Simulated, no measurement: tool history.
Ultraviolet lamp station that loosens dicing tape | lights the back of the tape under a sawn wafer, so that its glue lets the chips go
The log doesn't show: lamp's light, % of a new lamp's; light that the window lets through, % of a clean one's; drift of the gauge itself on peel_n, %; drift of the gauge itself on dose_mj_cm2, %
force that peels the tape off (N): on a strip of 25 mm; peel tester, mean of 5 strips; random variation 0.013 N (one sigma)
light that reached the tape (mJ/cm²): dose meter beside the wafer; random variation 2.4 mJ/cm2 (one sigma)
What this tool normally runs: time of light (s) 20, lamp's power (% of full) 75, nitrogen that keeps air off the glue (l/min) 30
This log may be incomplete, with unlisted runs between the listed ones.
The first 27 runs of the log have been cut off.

run     day  time of light (s)  lamp's power (% of full)  nitrogen that keeps air off the glue (l/min)  hours of work of the lamp  hours of work since the window was cleaned  force that peels the tape off (N)  light that reached the tape (mJ/cm²)
 28  32.208                 17                        98                                            11                       1030                                         281                              1.449                                   232
 29  33.033                 36                        95                                            35                       1045                                         296                              0.174                                   479
 30  34.496                 36                        95                                            35                       1072                                         322                              0.184                                   468
 31  35.404                 36                        95                                            35                       1088                                         339                              0.178                                   463
 32  36.817                 22                        81                                            30                       1114                                         364                              0.748                                   242
 33  38.212                 27                        75                                            55                       1139                                         390                              0.401                                   270
 34  39.808                 27                        75                                            55                       1168                                         419                              0.401                                   269
 35  41.204                 27                        75                                            55                       1193                                         444                              0.415                                   272
 36  42.188                 27                        75                                            55                       1211                                         462                              0.432                                   261
 37  43.229                 20                        71                                            23                       1230                                         481                               1.36                                   183
 38  43.979                 20                        62                                            23                       1244                                         494                              1.621                                   162
 39  45.288                 11                        89                                            20                       1267                                         518                              2.272                                   126

Each row is a separate what-if for the run after 39, all from the same tool condition, not one after another. Results?
  A  46.283                 12                        64                                            30                       1285                                         536                                  ?                                     ?
  B  46.283                 29                        75                                            29                       1285                                         536                                  ?                                     ?
  C  46.283                 12                        75                                            30                       1285                                         536                                  ?                                     ?
  D  46.283                 16                        89                                            29                       1285                                         536                                  ?                                     ?
  E  46.283                 20                        63                                            47                       1285                                         536                                  ?                                     ?

run  force that peels the tape off (N)  light that reached the tape (mJ/cm²)
  A                              2.471                                    96
  B                              0.583                                   271
  C                              2.113                                   114
  D                              1.246                                   182
  E                              1.195                                   158
With the hidden condition removed and each run's random variation left untouched, the same runs would have given:
run  force that peels the tape off (N)  light that reached the tape (mJ/cm²)
  A                              1.703                                   139
  B                              0.272                                   392
  C                              1.371                                   164
  D                              0.669                                   261
  E                              0.631                                   228
